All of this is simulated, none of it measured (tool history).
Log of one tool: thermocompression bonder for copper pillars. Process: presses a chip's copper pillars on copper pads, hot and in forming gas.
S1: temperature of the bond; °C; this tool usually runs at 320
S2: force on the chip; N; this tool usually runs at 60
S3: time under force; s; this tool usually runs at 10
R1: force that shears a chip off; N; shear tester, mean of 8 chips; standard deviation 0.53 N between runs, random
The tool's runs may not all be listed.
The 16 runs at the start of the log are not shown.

run,hour,S1,S2,S3,R1
17,416.8,320,63,10,69.9
18,440.1,320,63,10,67.7
19,477.6,320,60,11,67.8
20,510.2,320,60,11,67.7
21,539.0,320,60,11,68.4
# hour 551.8: forming gas filter changed
22,569.6,320,45,18,62.6
23,603.1,320,45,18,62.5
24,639.0,320,45,18,61.8
25,655.8,346,52,20,82.7
26,683.6,329,76,9,80.5
# hour 694.4: heater calibrated with a thermocouple chip
27,712.4,329,76,9,80.2
28,733.3,344,63,26,96.8
29,769.9,300,41,21,50.7
30,796.7,309,60,12,64.7
31,830.3,309,60,12,64.5
# hour 857.8: forming gas filter changed
32,863.1,304,60,12,63.2

Predict the results of run 33:
33,885.1,304,60,12,?

Run 33 yielded R1 63.0 N.
If the tool had no hidden condition, the same run with the same run-to-run variation would have returned R1 63.1 N.
